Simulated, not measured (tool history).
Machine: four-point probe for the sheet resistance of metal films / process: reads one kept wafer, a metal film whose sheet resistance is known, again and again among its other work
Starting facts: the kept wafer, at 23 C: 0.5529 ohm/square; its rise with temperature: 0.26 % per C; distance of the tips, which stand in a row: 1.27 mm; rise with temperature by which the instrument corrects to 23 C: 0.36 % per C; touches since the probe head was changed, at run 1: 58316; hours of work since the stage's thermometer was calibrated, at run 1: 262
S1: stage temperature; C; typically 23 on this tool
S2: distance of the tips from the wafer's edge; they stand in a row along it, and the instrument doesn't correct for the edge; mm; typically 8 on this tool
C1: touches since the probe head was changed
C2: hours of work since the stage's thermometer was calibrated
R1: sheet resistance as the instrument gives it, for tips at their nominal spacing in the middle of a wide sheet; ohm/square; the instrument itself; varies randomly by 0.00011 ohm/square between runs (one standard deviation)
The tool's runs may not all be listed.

Run 1, hour 0.0: usual settings; C1 58316; C2 262. Result: R1 0.563665 ohm/square.
Run 2, hour 19.1: usual settings; C1 59307; C2 274. Result: R1 0.563692 ohm/square.
Run 3, hour 45.4: usual settings but S1 19 C; C1 60676; C2 292. Result: R1 0.565896 ohm/square.
Run 4, hour 66.3: usual settings but S1 19 C; C1 61767; C2 306. Result: R1 0.566318 ohm/square.
Run 5, hour 87.1: usual settings but S1 19 C; C1 62844; C2 320. Result: R1 0.566278 ohm/square.
Run 6, hour 115.3: usual settings; C1 64312; C2 339. Result: R1 0.564117 ohm/square.
Run 7, hour 136.1: usual settings; C1 65397; C2 353. Result: R1 0.564125 ohm/square.
Run 8, hour 156.8: usual settings; C1 66469; C2 367. Result: R1 0.563993 ohm/square.
Run 9, hour 187.4: usual settings; C1 68061; C2 387. Result: R1 0.564242 ohm/square.
Run 10, hour 200.3: usual settings; C1 68736; C2 396. Result: R1 0.564463 ohm/square.
Run 11, hour 220.8: usual settings; C1 69799; C2 410. Result: R1 0.564289 ohm/square.
Run 12, hour 248.7: usual settings; C1 71249; C2 428. Result: R1 0.564438 ohm/square.
Run 13, hour 276.7: usual settings; C1 72708; C2 447. Result: R1 0.564483 ohm/square.
Run 14, hour 295.2: usual settings but S2 22 mm; C1 73670; C2 460. Result: R1 0.558210 ohm/square.
Run 15, hour 319.9: usual settings but S2 22 mm; C1 74952; C2 476. Result: R1 0.558181 ohm/square.
Run 16, hour 348.6: usual settings but S2 68 mm; C1 76445; C2 495. Result: R1 0.557300 ohm/square.
Run 17, hour 373.0: usual settings but S2 68 mm; C1 77716; C2 512. Result: R1 0.557357 ohm/square.
Run 18, hour 394.9: usual settings but S1 20 C; C1 78855; C2 527. Result: R1 0.566564 ohm/square.
Run 19, hour 419.2: usual settings but S1 20 C; C1 80120; C2 543. Result: R1 0.567032 ohm/square.
Run 20, hour 443.0: usual settings but S1 18 C; C1 81359; C2 559. Result: R1 0.567941 ohm/square.
Run 21, hour 462.0: usual settings but S2 72 mm; C1 82345; C2 572. Result: R1 0.557684 ohm/square.
Run 22, hour 489.4: usual settings; C1 83772; C2 590. Result: R1 0.565223 ohm/square.
Run 23, hour 504.7: usual settings but S1 24 C; C1 84568; C2 600. Result: R1 0.564640 ohm/square.
At hour 516.3: new probe head fitted.
Run 24, hour 529.3: usual settings but S1 24 C; C1 676; C2 616. Result: R1 0.563491 ohm/square.
Run 25, hour 542.0: usual settings but S1 33 C, S2 44 mm; C1 1340; C2 625. Result: R1 0.551337 ohm/square.
Run 26, hour 572.4: usual settings but S1 33 C, S2 44 mm; C1 2921; C2 645. Result: R1 0.551468 ohm/square.
Run 27, hour 600.0: usual settings but S1 21 C, S2 7 mm; C1 4353; C2 663. Result: R1 0.567382 ohm/square.
Run 28, hour 626.5: usual settings but S1 21 C, S2 6 mm; C1 5734; C2 681. Result: R1 0.571089 ohm/square.
Run 29, hour 641.7: usual settings but S1 25 C, S2 58 mm; C1 6526; C2 692. Result: R1 0.555672 ohm/square.
Run 30, hour 657.9: usual settings but S1 20 C, S2 19 mm; C1 7367; C2 702. Result: R1 0.560111 ohm/square.
Run 31, hour 678.2: usual settings but S1 20 C, S2 19 mm; C1 8422; C2 716. Result: R1 0.560000 ohm/square.
Run 32, hour 695.7: usual settings but S1 27 C, S2 19 mm; C1 9334; C2 728. Result: R1 0.556255 ohm/square.
Run 33, hour 708.3: usual settings but S1 27 C, S2 19 mm; C1 9990; C2 736. Result: R1 0.556204 ohm/square.

What does the tool deliver on the next run?
Run 34, hour 724.7: usual settings but S1 20 C, S2 5 mm; C1 10842; C2 747. Result: R1 ?.

R1: 0.577496 ohm/square
With no hidden state in the tool, this same run would have given R1 0.573171 ohm/square.
